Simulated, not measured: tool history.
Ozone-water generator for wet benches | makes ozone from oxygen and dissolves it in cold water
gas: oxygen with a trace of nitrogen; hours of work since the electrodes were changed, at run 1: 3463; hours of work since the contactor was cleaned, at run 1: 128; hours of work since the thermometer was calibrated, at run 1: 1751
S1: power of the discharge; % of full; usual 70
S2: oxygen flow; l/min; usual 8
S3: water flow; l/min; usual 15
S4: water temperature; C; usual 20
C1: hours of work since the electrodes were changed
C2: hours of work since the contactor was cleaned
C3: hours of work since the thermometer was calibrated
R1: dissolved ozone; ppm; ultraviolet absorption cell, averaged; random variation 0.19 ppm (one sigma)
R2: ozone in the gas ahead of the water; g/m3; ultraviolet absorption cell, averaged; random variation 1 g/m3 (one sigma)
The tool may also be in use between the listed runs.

{"run": 1, "hour": 0.0, "S1": 70, "S2": 8, "S3": 15, "S4": 20, "C1": 3463, "C2": 128, "C3": 1751, "R1": 25.8, "R2": 171.4}
{"run": 2, "hour": 55.6, "S1": 70, "S2": 8, "S3": 15, "S4": 20, "C1": 3510, "C2": 174, "C3": 1797, "R1": 25.9, "R2": 172.1}
{"run": 3, "hour": 132.6, "S1": 57, "S2": 8, "S3": 15, "S4": 20, "C1": 3574, "C2": 239, "C3": 1862, "R1": 23.3, "R2": 155.7}
{"run": 4, "hour": 247.0, "S1": 57, "S2": 8, "S3": 15, "S4": 20, "C1": 3670, "C2": 334, "C3": 1957, "R1": 23.3, "R2": 156.1}
{"run": 5, "hour": 321.8, "S1": 57, "S2": 8, "S3": 15, "S4": 20, "C1": 3732, "C2": 397, "C3": 2020, "R1": 23.1, "R2": 154.6}
{"run": 6, "hour": 394.4, "S1": 70, "S2": 8, "S3": 15, "S4": 20, "C1": 3793, "C2": 458, "C3": 2081, "R1": 25.5, "R2": 172.2}
{"run": 7, "hour": 506.4, "S1": 70, "S2": 6.6, "S3": 15, "S4": 20, "C1": 3887, "C2": 551, "C3": 2174, "R1": 26, "R2": 189.5}
{"run": 8, "hour": 617.0, "S1": 70, "S2": 6.6, "S3": 15, "S4": 20, "C1": 3979, "C2": 644, "C3": 2267, "R1": 26, "R2": 188}
{"run": 9, "hour": 679.1, "S1": 70, "S2": 8, "S3": 18, "S4": 20, "C1": 4031, "C2": 696, "C3": 2319, "R1": 22.4, "R2": 172}
{"run": 10, "hour": 757.7, "S1": 70, "S2": 8, "S3": 15, "S4": 20, "C1": 4097, "C2": 761, "C3": 2384, "R1": 25.6, "R2": 171.5}
{"run": 11, "hour": 814.1, "S1": 70, "S2": 8, "S3": 15, "S4": 20, "C1": 4144, "C2": 809, "C3": 2432, "R1": 25.2, "R2": 170.1}
{"run": 12, "hour": 891.9, "S1": 95, "S2": 8, "S3": 15, "S4": 20, "C1": 4209, "C2": 874, "C3": 2497, "R1": 29.5, "R2": 197.4}
{"hour": 902.6, "done": "contactor cleaned"}
{"run": 13, "hour": 967.6, "S1": 95, "S2": 8, "S3": 15, "S4": 20, "C1": 4269, "C2": 54, "C3": 2557, "R1": 29.1, "R2": 197.8}
{"run": 14, "hour": 1022.1, "S1": 95, "S2": 8, "S3": 15, "S4": 20, "C1": 4315, "C2": 100, "C3": 2602, "R1": 29, "R2": 197.7}
{"run": 15, "hour": 1121.7, "S1": 70, "S2": 4.13, "S3": 15, "S4": 20, "C1": 4398, "C2": 183, "C3": 2685, "R1": 26.3, "R2": 236.4}
{"hour": 1149.9, "done": "contactor cleaned, once more"}
{"run": 16, "hour": 1199.7, "S1": 70, "S2": 8, "S3": 15, "S4": 20, "C1": 4460, "C2": 42, "C3": 2747, "R1": 25, "R2": 170}
{"run": 17, "hour": 1262.6, "S1": 70, "S2": 8, "S3": 15, "S4": 20, "C1": 4512, "C2": 94, "C3": 2800, "R1": 25.2, "R2": 169.5}
{"run": 18, "hour": 1324.7, "S1": 70, "S2": 6.7, "S3": 21, "S4": 20, "C1": 4564, "C2": 146, "C3": 2852, "R1": 20.4, "R2": 186.2}
{"run": 19, "hour": 1438.2, "S1": 70, "S2": 11.25, "S3": 15, "S4": 20, "C1": 4659, "C2": 241, "C3": 2947, "R1": 23.9, "R2": 143.3}
{"run": 20, "hour": 1520.3, "S1": 70, "S2": 12.29, "S3": 15, "S4": 26, "C1": 4728, "C2": 310, "C3": 3015, "R1": 20.2, "R2": 136.7}
{"run": 21, "hour": 1588.8, "S1": 70, "S2": 7.37, "S3": 12, "S4": 19, "C1": 4785, "C2": 367, "C3": 3073, "R1": 29.8, "R2": 178.1}
{"run": 22, "hour": 1693.3, "S1": 97, "S2": 12.88, "S3": 13, "S4": 21, "C1": 4873, "C2": 454, "C3": 3160, "R1": 27.8, "R2": 154.7}
{"run": 23, "hour": 1780.7, "S1": 97, "S2": 12.88, "S3": 13, "S4": 21, "C1": 4946, "C2": 527, "C3": 3233, "R1": 27.6, "R2": 155.1}
{"run": 24, "hour": 1886.1, "S1": 97, "S2": 12.88, "S3": 13, "S4": 21, "C1": 5034, "C2": 616, "C3": 3321, "R1": 27.8, "R2": 154.4}
{"run": 25, "hour": 1987.4, "S1": 45, "S2": 4.47, "S3": 10, "S4": 13, "C1": 5119, "C2": 700, "C3": 3406, "R1": 31.5, "R2": 184.6}
{"run": 26, "hour": 2055.4, "S1": 46, "S2": 4.47, "S3": 18, "S4": 20, "C1": 5175, "C2": 757, "C3": 3463, "R1": 18.6, "R2": 182.6}
{"run": 27, "hour": 2169.9, "S1": 64, "S2": 4.47, "S3": 15, "S4": 20, "C1": 5271, "C2": 853, "C3": 3559, "R1": 24.8, "R2": 215.5}

The next listed run, before its measurement:
{"run": 28, "hour": 2236.1, "S1": 70, "S2": 7.94, "S3": 22, "S4": 20, "C1": 5326, "C2": 908, "C3": 3614, "R1": "?", "R2": "?"}

R1: 19.1 ppm
R2: 168 g/m3
Without the tool's hidden state the same run would have given R1 20.7 ppm, R2 178.6 g/m3.
